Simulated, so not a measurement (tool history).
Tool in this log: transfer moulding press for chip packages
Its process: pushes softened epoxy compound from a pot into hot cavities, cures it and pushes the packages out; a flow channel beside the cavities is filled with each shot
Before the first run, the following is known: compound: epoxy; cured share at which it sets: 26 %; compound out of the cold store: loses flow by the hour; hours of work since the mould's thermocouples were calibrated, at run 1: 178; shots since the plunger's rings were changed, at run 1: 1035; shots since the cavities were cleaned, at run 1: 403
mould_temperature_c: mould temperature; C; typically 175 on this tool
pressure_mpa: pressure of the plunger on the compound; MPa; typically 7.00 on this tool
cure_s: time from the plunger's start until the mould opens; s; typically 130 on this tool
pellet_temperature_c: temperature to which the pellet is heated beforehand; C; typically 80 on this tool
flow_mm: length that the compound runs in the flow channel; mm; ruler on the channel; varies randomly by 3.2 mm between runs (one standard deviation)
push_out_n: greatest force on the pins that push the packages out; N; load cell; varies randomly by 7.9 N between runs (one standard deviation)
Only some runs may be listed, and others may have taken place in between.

run	day	mould_temperature_c	pressure_mpa	cure_s	pellet_temperature_c	hours of work since the mould's thermocouples were calibrated	shots since the plunger's rings were changed	shots since the cavities were cleaned	incoming compound's hours out of the cold store	flow_mm	push_out_n
1	0.000	175	7.00	130	80	178	1035	403	40.2	615	647
2	0.233	175	7.00	130	80	181	1082	450	34.7	638	637
3	0.775	175	7.00	130	80	188	1192	560	46.8	594	694
4	1.225	175	7.00	130	80	194	1284	652	24.7	660	758
# day 1.554: cavities cleaned with cleaning compound and waxed
5	1.662	175	7.00	130	80	200	1360	22	21.7	679	389
6	2.133	175	7.63	130	80	206	1456	118	40.4	640	470
7	2.596	175	7.63	158	82	213	1550	212	8.6	747	450
8	3.150	175	6.49	111	82	220	1663	325	22.8	649	773
9	3.400	175	6.59	111	82	224	1714	376	37.3	594	815
10	3.950	175	7.00	140	80	231	1825	487	33.4	628	601
11	4.188	175	6.27	130	72	234	1874	536	9.8	674	745

Branching from run 11: 5 alternative next runs. What would each branch give?
A	4.650	175	7.29	130	72	241	1968	630	26.7	?	?
B	4.650	172	5.44	147	72	241	1968	630	25.6	?	?
C	4.650	175	5.77	130	80	241	1968	630	26.7	?	?
D	4.650	174	6.27	130	72	241	1968	630	42.8	?	?
E	4.650	168	5.29	132	80	241	1968	630	12.7	?	?

run	flow_mm	push_out_n
A	665	709
B	585	736
C	595	717
D	568	701
E	635	1232
Take away the tool's hidden state, keep each run's random variation, and the runs would have read:
run	flow_mm	push_out_n
A	688	334
B	605	345
C	615	337
D	588	328
E	656	570
